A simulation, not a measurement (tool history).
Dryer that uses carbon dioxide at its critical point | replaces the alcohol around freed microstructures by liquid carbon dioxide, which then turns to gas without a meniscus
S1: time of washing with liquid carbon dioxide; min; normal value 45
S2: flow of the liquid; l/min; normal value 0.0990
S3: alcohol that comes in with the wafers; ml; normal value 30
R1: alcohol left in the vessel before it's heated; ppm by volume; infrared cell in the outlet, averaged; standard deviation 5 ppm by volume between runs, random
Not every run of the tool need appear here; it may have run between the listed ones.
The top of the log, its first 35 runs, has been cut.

| run | hour | S1 | S2 | S3 | R1 |
|---|---|---|---|---|---|
| 36 | 463.1 | 30 | 0.0599 | 28 | 3631 |
| 37 | 476.4 | 49 | 0.1311 | 107 | 95 |
| 38 | 494.4 | 49 | 0.1311 | 107 | 86 |
|  | 500.7 | inlet filter changed |
| 39 | 510.5 | 49 | 0.1311 | 107 | 83 |
| 40 | 522.3 | 41 | 0.0784 | 41 | 389 |
| 41 | 538.8 | 41 | 0.0745 | 47 | 578 |
| 42 | 551.1 | 65 | 0.0606 | 47 | 188 |
| 43 | 560.9 | 65 | 0.0606 | 47 | 196 |
| 44 | 578.8 | 30 | 0.1111 | 35 | 364 |
| 45 | 593.3 | 35 | 0.0852 | 22 | 410 |

5 ways to go on from here, each from the tool as it stands after run 45. What would each give?
| A | 602.5 | 45 | 0.0908 | 30 | ? |
| B | 602.5 | 62 | 0.1667 | 73 | ? |
| C | 602.5 | 35 | 0.1030 | 22 | ? |
| D | 602.5 | 67 | 0.0990 | 30 | ? |
| E | 602.5 | 35 | 0.0990 | 30 | ? |

| run | R1 |
|---|---|
| A | 156 |
| B | 89 |
| C | 201 |
| D | 91 |
| E | 293 |
Take away the tool's hidden state, keep each run's random variation, and the runs would have read:
| run | R1 |
|---|---|
| A | 50 |
| B | 5 |
| C | 83 |
| D | 7 |
| E | 151 |
